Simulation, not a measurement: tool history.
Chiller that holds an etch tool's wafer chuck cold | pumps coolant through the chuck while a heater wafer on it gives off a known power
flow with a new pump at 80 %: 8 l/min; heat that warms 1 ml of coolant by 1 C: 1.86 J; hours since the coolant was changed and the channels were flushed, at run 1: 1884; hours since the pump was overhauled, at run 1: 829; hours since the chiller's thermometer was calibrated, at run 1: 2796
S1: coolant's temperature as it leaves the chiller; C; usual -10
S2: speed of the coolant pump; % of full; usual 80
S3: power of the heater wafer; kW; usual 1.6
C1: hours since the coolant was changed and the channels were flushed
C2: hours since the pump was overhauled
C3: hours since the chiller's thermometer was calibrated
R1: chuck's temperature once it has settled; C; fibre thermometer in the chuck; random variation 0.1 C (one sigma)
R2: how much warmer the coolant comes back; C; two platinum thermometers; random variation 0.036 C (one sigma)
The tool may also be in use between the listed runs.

run 1 day=0 | S1=-10 S2=80 S3=1.6 | C1=1884 C2=829 C3=2796 | R1=1.8 R2=6.53
run 2 day=1.958 | S1=-10 S2=80 S3=1.6 | C1=1931 C2=876 C3=2843 | R1=1.6 R2=6.61
run 3 day=3.142 | S1=-10 S2=80 S3=1.6 | C1=1960 C2=905 C3=2871 | R1=1.7 R2=6.62
run 4 day=4.925 | S1=-10 S2=94 S3=1.6 | C1=2003 C2=948 C3=2914 | R1=0.4 R2=5.51
-- day=5.262 coolant pump overhauled
run 5 day=6.321 | S1=-10 S2=94 S3=1.6 | C1=2031 C2=25 C3=2943 | R1=0.4 R2=5.53
run 6 day=8.862 | S1=-10 S2=99 S3=1.6 | C1=2092 C2=86 C3=3004 | R1=0.1 R2=5.34
run 7 day=10.771 | S1=-10 S2=99 S3=1.6 | C1=2138 C2=132 C3=3049 | R1=0 R2=5.29
run 8 day=12.788 | S1=-10 S2=99 S3=1.6 | C1=2186 C2=181 C3=3098 | R1=0 R2=5.27
run 9 day=15.375 | S1=-10 S2=99 S3=1.6 | C1=2248 C2=243 C3=3160 | R1=-0.1 R2=5.32

Run 10 comes next. What will it give?
run 10 day=16.638 | S1=-10 S2=71 S3=1.929 | C1=2279 C2=273 C3=3190 | R1=? R2=?

R1: 6.2 C
R2: 9.27 C
Without the tool's hidden state the same run would have given R1 5.7 C, R2 8.91 C.
